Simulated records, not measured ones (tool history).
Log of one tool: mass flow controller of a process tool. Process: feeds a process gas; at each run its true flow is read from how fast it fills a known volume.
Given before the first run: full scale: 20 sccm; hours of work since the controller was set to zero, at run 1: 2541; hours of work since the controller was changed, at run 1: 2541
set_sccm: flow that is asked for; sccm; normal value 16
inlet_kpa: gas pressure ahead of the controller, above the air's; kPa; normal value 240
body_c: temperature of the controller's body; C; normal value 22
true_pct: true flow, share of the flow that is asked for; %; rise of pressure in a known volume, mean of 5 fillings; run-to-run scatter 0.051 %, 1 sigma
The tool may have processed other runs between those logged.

run,hour,set_sccm,inlet_kpa,body_c,hours of work since the controller was set to zero,hours of work since the controller was changed,true_pct
1,0,16,240,22,2541,2541,100.18
2,59.3,16,240,22,2586,2586,100.13
3,110.8,16,252,22,2625,2625,100.19
4,165.4,16,240,22,2666,2666,100.1
5,204.7,16,240,22,2696,2696,100.27
6,293.9,10,240,22,2763,2763,100.47
7,363.2,10,240,22,2815,2815,100.36
8,401.6,10,240,22,2844,2844,100.39
9,469.6,16,240,22,2895,2895,100.17
10,509.4,16,240,22,2925,2925,100.19
11,549.9,16,240,22,2956,2956,100.18
12,597.3,16,240,22,2991,2991,100.28
13,643.6,16,240,22,3026,3026,100.31
14,694,16,240,22,3064,3064,100.19
15,751.6,16,224,29,3108,3108,100.89
16,794.2,16,169,27,3140,3140,100.6
17,849.7,16,169,27,3182,3182,100.56
18,908.4,4,274,23,3226,3226,102.77
19,970.2,3,150,22,3273,3273,103.64

Forecast each of these 5 alternatives for the next run:
A,1037.8,18,247,22,3324,3324,?
B,1037.8,18,240,27,3324,3324,?
C,1037.8,3,223,22,3324,3324,?
D,1037.8,5,230,20,3324,3324,?
E,1037.8,3,212,35,3324,3324,?

run,true_pct
A,100.23
B,100.65
C,103.87
D,101.76
E,105.05
The same runs, with their run-to-run variation unchanged, on a tool lacking any hidden condition would have given:
run,true_pct
A,99.72
B,100.14
C,99.16
D,99.06
E,100.33

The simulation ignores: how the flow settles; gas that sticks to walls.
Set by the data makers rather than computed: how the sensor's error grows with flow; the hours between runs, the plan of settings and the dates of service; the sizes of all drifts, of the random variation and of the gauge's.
